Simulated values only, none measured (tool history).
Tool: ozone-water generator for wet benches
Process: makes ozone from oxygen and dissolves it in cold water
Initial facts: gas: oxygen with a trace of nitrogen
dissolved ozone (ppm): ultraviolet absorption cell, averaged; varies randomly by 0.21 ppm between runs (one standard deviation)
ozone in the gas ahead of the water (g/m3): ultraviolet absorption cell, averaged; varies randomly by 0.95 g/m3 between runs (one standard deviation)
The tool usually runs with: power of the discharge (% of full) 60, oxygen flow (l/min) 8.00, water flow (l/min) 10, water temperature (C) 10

run	hour	power of the discharge (% of full)	oxygen flow (l/min)	water flow (l/min)	water temperature (C)	dissolved ozone (ppm)	ozone in the gas ahead of the water (g/m3)
1	0.0	60	8.00	10	10	30.3	159.1
2	22.3	60	8.00	10	10	30.9	158.6
3	41.1	60	8.00	10	10	30.4	159.8
4	62.0	60	8.00	10	10	30.3	159.8
5	84.1	60	8.00	10	10	30.6	160.7
6	113.8	60	8.00	10	10	30.1	159.8
7	130.1	60	12.98	10	10	29.3	137.3
8	152.9	41	11.66	7	6	32.8	113.5
9	166.5	43	8.00	10	10	24.9	133.9

Run 10 is up next; what results do you expect?
10	179.4	97	8.00	10	11	?	?

dissolved ozone (ppm): 38.4
ozone in the gas ahead of the water (g/m3): 205.7
Without the tool's hidden state the same run would have given dissolved ozone (ppm) 40.4, ozone in the gas ahead of the water (g/m3) 209.6.
